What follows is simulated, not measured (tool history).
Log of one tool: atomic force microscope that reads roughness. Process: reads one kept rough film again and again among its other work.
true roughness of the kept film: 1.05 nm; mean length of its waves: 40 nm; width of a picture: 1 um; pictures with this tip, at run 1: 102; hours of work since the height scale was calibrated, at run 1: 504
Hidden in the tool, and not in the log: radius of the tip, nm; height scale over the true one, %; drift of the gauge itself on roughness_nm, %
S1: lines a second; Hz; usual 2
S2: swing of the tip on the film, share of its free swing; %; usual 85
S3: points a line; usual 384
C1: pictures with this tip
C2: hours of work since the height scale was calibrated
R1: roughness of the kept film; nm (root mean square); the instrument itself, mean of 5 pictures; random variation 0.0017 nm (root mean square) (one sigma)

run 1 hour=0 | S1=2 S2=85 S3=384 | C1=102 C2=504 | R1=0.836
run 2 hour=80.4 | S1=2 S2=85 S3=384 | C1=198 C2=562 | R1=0.821
-- hour=99.4 new tip fitted
run 3 hour=135.9 | S1=2 S2=85 S3=384 | C1=43 C2=602 | R1=0.846
run 4 hour=192.4 | S1=2 S2=85 S3=384 | C1=110 C2=643 | R1=0.833
run 5 hour=257.8 | S1=2 S2=85 S3=384 | C1=188 C2=690 | R1=0.821
-- hour=285 new tip fitted
run 6 hour=300.6 | S1=0.96 S2=85 S3=384 | C1=18 C2=721 | R1=0.937
run 7 hour=358.8 | S1=2 S2=85 S3=333 | C1=87 C2=763 | R1=0.841
-- hour=363.8 height scale calibrated on a step standard
run 8 hour=397.4 | S1=2 S2=88 S3=384 | C1=132 C2=24 | R1=0.812
run 9 hour=436.9 | S1=2 S2=88 S3=384 | C1=179 C2=53 | R1=0.806
-- hour=471.2 new tip fitted
run 10 hour=500.1 | S1=2 S2=85 S3=384 | C1=34 C2=98 | R1=0.85
run 11 hour=541.3 | S1=0.55 S2=85 S3=384 | C1=83 C2=128 | R1=0.966
run 12 hour=581.7 | S1=2 S2=85 S3=557 | C1=131 C2=158 | R1=0.838
run 13 hour=645.6 | S1=2.64 S2=85 S3=384 | C1=207 C2=204 | R1=0.783
-- hour=656 new tip fitted
run 14 hour=685.5 | S1=2.64 S2=85 S3=384 | C1=35 C2=232 | R1=0.803
-- hour=701.5 height scale calibrated on a step standard, once more
run 15 hour=764 | S1=1.87 S2=85 S3=384 | C1=127 C2=45 | R1=0.84
run 16 hour=837.6 | S1=1.5 S2=75 S3=833 | C1=214 C2=99 | R1=0.908
-- hour=841.7 new tip fitted
run 17 hour=889.3 | S1=1.11 S2=76 S3=961 | C1=56 C2=136 | R1=0.951
run 18 hour=969.2 | S1=0.58 S2=71 S3=691 | C1=151 C2=194 | R1=0.977
run 19 hour=1022 | S1=2 S2=63 S3=384 | C1=214 C2=232 | R1=0.932
-- hour=1026 new tip fitted
run 20 hour=1073.1 | S1=1.05 S2=63 S3=500 | C1=56 C2=269 | R1=0.993
run 21 hour=1152.1 | S1=0.71 S2=73 S3=830 | C1=150 C2=326 | R1=0.967

Forecast run 22:
run 22 hour=1192.4 | S1=2 S2=55 S3=490 | C1=198 C2=355 | R1=?

Run 22 gave R1 0.96 nm (root mean square).
Without the tool's hidden state the same run would have given R1 0.995 nm (root mean square).
